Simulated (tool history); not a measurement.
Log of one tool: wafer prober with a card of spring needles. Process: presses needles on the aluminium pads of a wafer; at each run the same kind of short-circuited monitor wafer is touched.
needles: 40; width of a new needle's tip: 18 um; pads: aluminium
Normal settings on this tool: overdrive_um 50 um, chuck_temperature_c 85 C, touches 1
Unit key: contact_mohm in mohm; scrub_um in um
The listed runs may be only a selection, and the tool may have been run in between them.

Run 1, day 0: usual settings. Result: contact_mohm 257 mohm, scrub_um 11.48 um.
At day 0.067: tips cleaned on abrasive film.
At day 0.467: tips cleaned on abrasive film.
At day 0.858: tips cleaned on abrasive film.
Run 2, day 1.017: usual settings. Result: contact_mohm 254 mohm, scrub_um 11.52 um.
At day 1.271: tips cleaned on abrasive film.
At day 1.654: tips cleaned on abrasive film.
At day 2.062: tips cleaned on abrasive film.
Run 3, day 2.117: usual settings. Result: contact_mohm 246 mohm, scrub_um 11.39 um.
At day 2.429: tips cleaned on abrasive film.
At day 2.767: tips cleaned on abrasive film.
Run 4, day 3.062: usual settings. Result: contact_mohm 265 mohm, scrub_um 11.4 um.
At day 3.15: tips cleaned on abrasive film.
At day 3.538: tips cleaned on abrasive film.
At day 3.942: tips cleaned on abrasive film.
At day 4.317: tips cleaned on abrasive film.
Run 5, day 4.317: usual settings but touches 2. Result: contact_mohm 238 mohm, scrub_um 11.52 um.
At day 4.738: tips cleaned on abrasive film.
At day 5.146: tips cleaned on abrasive film.
Run 6, day 5.346: usual settings. Result: contact_mohm 257 mohm, scrub_um 11.37 um.
At day 5.512: tips cleaned on abrasive film.
At day 5.917: tips cleaned on abrasive film.
Run 7, day 5.996: usual settings. Result: contact_mohm 254 mohm, scrub_um 11.38 um.
At day 6.3: tips cleaned on abrasive film.
At day 6.638: tips cleaned on abrasive film.
Run 8, day 6.942: usual settings but overdrive_um 57 um. Result: contact_mohm 252 mohm, scrub_um 12.99 um.
At day 7.025: tips cleaned on abrasive film.
At day 7.362: tips cleaned on abrasive film.
At day 7.746: tips cleaned on abrasive film.
At day 8.154: tips cleaned on abrasive film.
At day 8.504: tips cleaned on abrasive film.
Run 9, day 8.504: usual settings but overdrive_um 57 um. Result: contact_mohm 238 mohm, scrub_um 12.96 um.
At day 8.888: tips cleaned on abrasive film.
At day 9.304: tips cleaned on abrasive film.
At day 9.667: tips cleaned on abrasive film.
Run 10, day 9.667: usual settings but overdrive_um 57 um. Result: contact_mohm 238 mohm, scrub_um 12.95 um.
At day 10.071: tips cleaned on abrasive film.
At day 10.475: tips cleaned on abrasive film.
Run 11, day 10.475: usual settings but overdrive_um 57 um. Result: contact_mohm 235 mohm, scrub_um 12.77 um.
At day 10.892: tips cleaned on abrasive film.
At day 11.296: tips cleaned on abrasive film.
At day 11.688: tips cleaned on abrasive film.
Run 12, day 11.688: usual settings but overdrive_um 57 um, chuck_temperature_c 52 C. Result: contact_mohm 227 mohm, scrub_um 12.87 um.
At day 12.083: tips cleaned on abrasive film.
At day 12.458: tips cleaned on abrasive film.
At day 12.796: tips cleaned on abrasive film.
At day 13.2: tips cleaned on abrasive film.
Run 13, day 13.233: usual settings but chuck_temperature_c 103 C. Result: contact_mohm 244 mohm, scrub_um 11.34 um.
At day 13.558: tips cleaned on abrasive film.
At day 13.896: tips cleaned on abrasive film.
At day 14.262: tips cleaned on abrasive film.
Run 14, day 14.262: usual settings but chuck_temperature_c 103 C. Result: contact_mohm 244 mohm, scrub_um 11.09 um.
At day 14.667: tips cleaned on abrasive film.
At day 15.083: tips cleaned on abrasive film.
At day 15.475: tips cleaned on abrasive film.
Run 15, day 15.5: usual settings but chuck_temperature_c 51 C. Result: contact_mohm 236 mohm, scrub_um 10.95 um.
At day 15.596: height of the first contact set anew.
At day 15.892: tips cleaned on abrasive film.
At day 16.3: tips cleaned on abrasive film.
Run 16, day 16.375: usual settings but overdrive_um 42 um, chuck_temperature_c 51 C. Result: contact_mohm 247 mohm, scrub_um 9.64 um.
At day 16.704: tips cleaned on abrasive film.
At day 17.112: tips cleaned on abrasive film.
At day 17.517: tips cleaned on abrasive film.
Run 17, day 17.729: usual settings but overdrive_um 46 um, chuck_temperature_c 72 C, touches 2. Result: contact_mohm 254 mohm, scrub_um 10.66 um.
At day 17.896: tips cleaned on abrasive film.
At day 18.283: tips cleaned on abrasive film.
At day 18.696: tips cleaned on abrasive film.
Run 18, day 18.783: usual settings but overdrive_um 52 um, touches 2. Result: contact_mohm 241 mohm, scrub_um 12.11 um.
At day 19.104: tips cleaned on abrasive film.
At day 19.508: tips cleaned on abrasive film.
At day 19.912: tips cleaned on abrasive film.
At day 20.412: card fitted with new needles.
Run 19, day 20.471: usual settings but overdrive_um 48 um, chuck_temperature_c 36 C. Result: contact_mohm 229 mohm, scrub_um 11.23 um.
At day 20.808: tips cleaned on abrasive film.
At day 21.221: tips cleaned on abrasive film.
Run 20, day 21.55: usual settings but chuck_temperature_c 48 C. Result: contact_mohm 249 mohm, scrub_um 11.72 um.
At day 21.638: tips cleaned on abrasive film.
At day 22.033: tips cleaned on abrasive film.
Run 21, day 22.283: usual settings but overdrive_um 41 um, chuck_temperature_c 26 C. Result: contact_mohm 247 mohm, scrub_um 9.54 um.
At day 22.454: tips cleaned on abrasive film.
At day 22.862: tips cleaned on abrasive film.
Run 22, day 23.121: usual settings but overdrive_um 34 um, chuck_temperature_c 56 C. Result: contact_mohm 274 mohm, scrub_um 7.81 um.
At day 23.208: tips cleaned on abrasive film.
At day 23.612: tips cleaned on abrasive film.
At day 24: tips cleaned on abrasive film.
Run 23, day 24.142: usual settings but overdrive_um 68 um, chuck_temperature_c 90 C. Result: contact_mohm 241 mohm, scrub_um 15.8 um.
At day 24.367: tips cleaned on abrasive film.
At day 24.75: tips cleaned on abrasive film.
Run 24, day 24.817: usual settings but overdrive_um 68 um, chuck_temperature_c 90 C. Result: contact_mohm 239 mohm, scrub_um 15.89 um.
At day 25.146: tips cleaned on abrasive film.
At day 25.55: tips cleaned on abrasive film.
At day 25.967: tips cleaned on abrasive film.
At day 26.358: tips cleaned on abrasive film.
Run 25, day 26.358: usual settings but overdrive_um 41 um, chuck_temperature_c 29 C. Result: contact_mohm 227 mohm, scrub_um 9.4 um.

What will run 26 give?
At day 26.762: tips cleaned on abrasive film.
At day 27.15: tips cleaned on abrasive film.
At day 27.533: tips cleaned on abrasive film.
Run 26, day 27.862: usual settings but overdrive_um 36 um, chuck_temperature_c 28 C, touches 2. Result: contact_mohm ?, scrub_um ?.

Run 26 measured contact_mohm 252 mohm, scrub_um 8.11 um.
Take away the tool's hidden state, keep the run-to-run variation as it was, and the same run would have given contact_mohm 224 mohm, scrub_um 8.35 um.
